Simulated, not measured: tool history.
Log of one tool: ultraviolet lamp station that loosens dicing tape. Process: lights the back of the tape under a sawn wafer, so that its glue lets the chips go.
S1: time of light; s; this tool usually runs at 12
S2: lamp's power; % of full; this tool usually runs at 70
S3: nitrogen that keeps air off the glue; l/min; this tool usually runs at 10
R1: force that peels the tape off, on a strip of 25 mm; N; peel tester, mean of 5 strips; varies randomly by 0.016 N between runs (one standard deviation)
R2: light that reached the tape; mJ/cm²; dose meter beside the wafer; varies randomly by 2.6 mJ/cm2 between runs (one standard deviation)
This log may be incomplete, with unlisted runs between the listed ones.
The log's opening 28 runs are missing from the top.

run,hour,S1,S2,S3,R1,R2
29,283.3,12,78,10,0.893,329
30,293.1,12,92,9,0.686,385
31,301.6,12,65,5,1.941,269
32,315.8,12,65,5,1.904,273
33,327.3,23,70,8,0.335,552
34,340.3,23,70,8,0.342,547
35,350.9,12,78,18,0.593,323
36,364,15,70,11,0.658,357
37,378.2,14,64,12,0.842,302
38,390.7,14,95,17,0.27,451
39,396.8,14,95,17,0.277,446

Branching from run 39: 4 alternative next runs. What would each branch give?
A,405.4,12,70,7,?,?
B,405.4,9,69,3,?,?
C,405.4,7,73,7,?,?
D,405.4,12,70,10,?,?

run,R1,R2
A,1.398,284
B,3.109,207
C,2.741,171
D,1.145,282
Take away the tool's hidden state, keep each run's random variation, and the runs would have read:
run,R1,R2
A,0.992,348
B,2.583,254
C,2.207,210
D,0.779,346

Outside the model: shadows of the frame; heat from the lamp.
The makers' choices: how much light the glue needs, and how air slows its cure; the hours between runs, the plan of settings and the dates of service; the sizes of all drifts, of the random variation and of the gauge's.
